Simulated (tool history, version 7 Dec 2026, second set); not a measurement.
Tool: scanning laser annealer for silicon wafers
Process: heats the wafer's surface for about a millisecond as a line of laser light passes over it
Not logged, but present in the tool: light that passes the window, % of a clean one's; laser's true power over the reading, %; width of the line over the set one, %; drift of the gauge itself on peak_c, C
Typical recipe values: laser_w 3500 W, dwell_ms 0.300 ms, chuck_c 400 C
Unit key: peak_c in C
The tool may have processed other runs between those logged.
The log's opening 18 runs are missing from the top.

run	hour	laser_w	dwell_ms	chuck_c	hours of work since the window was cleaned	hours of work since the power meter was calibrated	hours of work since the optics were aligned	peak_c
19	475.0	3500	0.300	400	584	471	1060	1079
20	502.0	3500	0.300	400	596	483	1072	1077
21	523.2	3500	0.300	400	605	492	1081	1076
# hour 532.9: window over the wafer cleaned
22	548.0	3634	0.300	404	7	502	1091	1136
23	583.0	3500	0.364	389	22	517	1106	1170
24	608.8	3500	0.364	389	33	528	1117	1169
25	644.9	3147	0.246	430	49	544	1133	1010
26	678.4	3241	0.338	435	64	559	1148	1133
# hour 698.3: optics aligned, line set to its width
27	712.4	3837	0.233	385	76	572	6	1067
28	741.6	3504	0.250	418	89	584	19	1068
29	770.1	3426	0.246	418	102	597	31	1052
30	805.1	3754	0.300	400	117	612	47	1158

Run 31 has not been measured yet. What should we expect?
31	820.7	3754	0.300	400	124	619	54	?

{"run 31": {"peak_c": 1161}}
Without the tool's hidden state the same run would have given peak_c 1169 C.
